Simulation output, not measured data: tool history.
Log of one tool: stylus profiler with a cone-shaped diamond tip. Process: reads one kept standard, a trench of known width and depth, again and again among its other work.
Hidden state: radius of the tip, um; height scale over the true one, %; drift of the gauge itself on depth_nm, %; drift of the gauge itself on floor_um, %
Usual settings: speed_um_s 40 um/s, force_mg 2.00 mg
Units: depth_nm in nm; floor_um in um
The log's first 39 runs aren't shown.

run    hour  speed_um_s  force_mg  scans with this tip  hours of work since the height scale was calibrated  depth_nm  floor_um
 40   973.5          85      4.54                 6072                                                  738    511.76     15.37
 41  1007.8          14      4.38                 6279                                                  764    511.46     15.59
 42  1038.5          14      2.75                 6465                                                  786    508.48     15.51
 43  1069.7          14      2.75                 6652                                                  809    508.36     15.58
 44  1098.0          58      1.67                 6823                                                  830    505.68     15.31
 45  1132.4          58      1.67                 7030                                                  855    506.42     15.30
 46  1149.1          74      3.40                 7131                                                  867    509.74     15.36
 47  1175.7          10      0.69                 7292                                                  887    503.38     15.56

Forecast each of these 3 alternatives for the next run:
  A  1196.1          29      2.86                 7415                                                  902         ?         ?
  B  1196.1          18      1.42                 7415                                                  902         ?         ?
  C  1196.1          91      1.85                 7415                                                  902         ?         ?

run  depth_nm  floor_um
  A    508.78     15.47
  B    505.41     15.48
  C    506.23     15.16
Without the tool's hidden state the same runs would have given:
run  depth_nm  floor_um
  A    508.79     15.50
  B    505.42     15.51
  C    506.24     15.20
